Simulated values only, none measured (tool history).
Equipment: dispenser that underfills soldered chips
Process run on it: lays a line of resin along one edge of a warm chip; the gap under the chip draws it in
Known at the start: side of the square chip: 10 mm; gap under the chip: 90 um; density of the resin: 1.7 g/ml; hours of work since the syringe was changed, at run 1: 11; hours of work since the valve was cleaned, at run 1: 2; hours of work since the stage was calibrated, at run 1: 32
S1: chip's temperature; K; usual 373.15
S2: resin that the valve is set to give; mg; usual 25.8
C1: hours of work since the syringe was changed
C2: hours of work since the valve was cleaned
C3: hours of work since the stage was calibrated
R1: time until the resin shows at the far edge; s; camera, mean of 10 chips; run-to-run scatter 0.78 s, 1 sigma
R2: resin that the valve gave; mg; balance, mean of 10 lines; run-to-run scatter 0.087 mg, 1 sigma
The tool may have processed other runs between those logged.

{"run": 1, "hour": 0.0, "S1": 373.15, "S2": 25.8, "C1": 11, "C2": 2, "C3": 32, "R1": 106.2, "R2": 25.64}
{"hour": 1.4, "done": "new syringe of resin"}
{"run": 2, "hour": 4.9, "S1": 373.15, "S2": 25.8, "C1": 3, "C2": 6, "C3": 35, "R1": 80.6, "R2": 25.64}
{"run": 3, "hour": 10.5, "S1": 373.15, "S2": 25.5, "C1": 7, "C2": 10, "C3": 39, "R1": 90.7, "R2": 25.38}
{"run": 4, "hour": 13.6, "S1": 373.15, "S2": 22.2, "C1": 9, "C2": 12, "C3": 41, "R1": 100.4, "R2": 22.05}
{"hour": 18.2, "done": "new syringe of resin"}
{"run": 5, "hour": 19.9, "S1": 373.15, "S2": 22.2, "C1": 1, "C2": 16, "C3": 46, "R1": 77.3, "R2": 21.88}
{"run": 6, "hour": 25.2, "S1": 373.15, "S2": 22.2, "C1": 5, "C2": 20, "C3": 49, "R1": 88.7, "R2": 21.83}
{"run": 7, "hour": 30.1, "S1": 373.15, "S2": 22.2, "C1": 8, "C2": 23, "C3": 53, "R1": 97.9, "R2": 21.85}
{"run": 8, "hour": 33.8, "S1": 373.15, "S2": 22.2, "C1": 11, "C2": 26, "C3": 55, "R1": 110.1, "R2": 21.67}
{"hour": 35.3, "done": "new syringe of resin"}
{"run": 9, "hour": 37.0, "S1": 373.15, "S2": 22.2, "C1": 1, "C2": 28, "C3": 57, "R1": 77.5, "R2": 21.59}
{"run": 10, "hour": 42.1, "S1": 373.15, "S2": 32.1, "C1": 5, "C2": 32, "C3": 61, "R1": 86.5, "R2": 31.39}
{"run": 11, "hour": 45.4, "S1": 373.15, "S2": 32.1, "C1": 7, "C2": 34, "C3": 63, "R1": 94.7, "R2": 31.19}
{"run": 12, "hour": 49.9, "S1": 373.15, "S2": 25.8, "C1": 10, "C2": 37, "C3": 67, "R1": 105.6, "R2": 25.08}
{"hour": 52.1, "done": "new syringe of resin"}
{"run": 13, "hour": 54.0, "S1": 373.15, "S2": 26.1, "C1": 1, "C2": 40, "C3": 69, "R1": 76.9, "R2": 25.13}
{"run": 14, "hour": 57.9, "S1": 373.15, "S2": 26.1, "C1": 4, "C2": 43, "C3": 72, "R1": 84.5, "R2": 25.15}
{"run": 15, "hour": 63.1, "S1": 364.15, "S2": 26.1, "C1": 8, "C2": 47, "C3": 76, "R1": 131.3, "R2": 25.2}
{"run": 16, "hour": 67.7, "S1": 373.15, "S2": 25.8, "C1": 11, "C2": 50, "C3": 79, "R1": 107.4, "R2": 24.86}
{"hour": 69.2, "done": "new syringe of resin"}
{"hour": 72.6, "done": "dispensing valve cleaned and set on the balance"}
{"run": 17, "hour": 73.5, "S1": 373.15, "S2": 25.8, "C1": 2, "C2": 1, "C3": 82, "R1": 81.6, "R2": 25.77}
{"run": 18, "hour": 77.1, "S1": 373.15, "S2": 25.9, "C1": 5, "C2": 3, "C3": 85, "R1": 89.2, "R2": 25.71}
{"run": 19, "hour": 80.9, "S1": 373.15, "S2": 25.9, "C1": 8, "C2": 6, "C3": 88, "R1": 94.8, "R2": 25.87}
{"run": 20, "hour": 84.2, "S1": 386.15, "S2": 27.1, "C1": 10, "C2": 8, "C3": 90, "R1": 67.1, "R2": 26.94}
{"hour": 87.4, "done": "new syringe of resin"}
{"run": 21, "hour": 89.0, "S1": 363.15, "S2": 27.1, "C1": 1, "C2": 11, "C3": 93, "R1": 110.5, "R2": 26.98}
{"run": 22, "hour": 92.5, "S1": 382.15, "S2": 27.1, "C1": 4, "C2": 14, "C3": 96, "R1": 60, "R2": 26.87}
{"run": 23, "hour": 97.4, "S1": 382.15, "S2": 27.1, "C1": 7, "C2": 17, "C3": 99, "R1": 68, "R2": 26.64}
{"run": 24, "hour": 100.2, "S1": 365.15, "S2": 26.3, "C1": 9, "C2": 19, "C3": 101, "R1": 135.9, "R2": 25.99}
{"hour": 104.4, "done": "new syringe of resin"}
{"run": 25, "hour": 104.9, "S1": 376.15, "S2": 24.2, "C1": 0, "C2": 23, "C3": 104, "R1": 67.8, "R2": 23.99}
{"run": 26, "hour": 110.6, "S1": 368.15, "S2": 32.2, "C1": 4, "C2": 27, "C3": 108, "R1": 100.3, "R2": 31.43}
{"run": 27, "hour": 113.5, "S1": 373.15, "S2": 25.4, "C1": 7, "C2": 29, "C3": 111, "R1": 91, "R2": 24.9}
{"run": 28, "hour": 118.5, "S1": 373.15, "S2": 25.4, "C1": 10, "C2": 32, "C3": 114, "R1": 105.5, "R2": 24.88}
{"hour": 121.5, "done": "new syringe of resin"}
{"run": 29, "hour": 123.6, "S1": 385.15, "S2": 23.1, "C1": 1, "C2": 36, "C3": 117, "R1": 52.9, "R2": 22.38}
{"run": 30, "hour": 128.1, "S1": 385.15, "S2": 23.1, "C1": 5, "C2": 39, "C3": 121, "R1": 58.9, "R2": 22.53}
{"run": 31, "hour": 132.6, "S1": 371.15, "S2": 23.1, "C1": 8, "C2": 42, "C3": 124, "R1": 106.6, "R2": 22.52}
{"run": 32, "hour": 136.2, "S1": 371.15, "S2": 31.7, "C1": 10, "C2": 45, "C3": 126, "R1": 112, "R2": 30.89}
{"hour": 138.4, "done": "new syringe of resin"}
{"run": 33, "hour": 140.2, "S1": 376.15, "S2": 25.2, "C1": 1, "C2": 47, "C3": 129, "R1": 69, "R2": 24.38}
{"run": 34, "hour": 143.7, "S1": 376.15, "S2": 25.2, "C1": 4, "C2": 50, "C3": 132, "R1": 75.4, "R2": 24.38}
{"hour": 148.2, "done": "dispensing valve cleaned and set on the balance"}
{"run": 35, "hour": 148.2, "S1": 376.15, "S2": 25.2, "C1": 6, "C2": 0, "C3": 134, "R1": 81.3, "R2": 25.03}
{"run": 36, "hour": 153.7, "S1": 376.15, "S2": 27.1, "C1": 10, "C2": 4, "C3": 138, "R1": 94.2, "R2": 26.87}

Predict each of these 3 candidate next runs independently; none follows another, all start after run 36:
{"hour": 156.5, "done": "new syringe of resin"}
{"run": "A", "hour": 157.5, "S1": 385.15, "S2": 25.8, "C1": 1, "C2": 6, "C3": 141, "R1": "?", "R2": "?"}
{"hour": 156.5, "done": "new syringe of resin"}
{"run": "B", "hour": 157.5, "S1": 374.15, "S2": 27.5, "C1": 1, "C2": 6, "C3": 141, "R1": "?", "R2": "?"}
{"hour": 156.5, "done": "new syringe of resin"}
{"run": "C", "hour": 157.5, "S1": 373.15, "S2": 24.5, "C1": 1, "C2": 6, "C3": 141, "R1": "?", "R2": "?"}

run=A R1=51.1 R2=25.57
run=B R1=72.9 R2=27.3
run=C R1=75 R2=24.25
Take away the tool's hidden state, keep each run's random variation, and the runs would have read:
run=A R1=48.4 R2=25.8
run=B R1=68.9 R2=27.54
run=C R1=70.8 R2=24.47
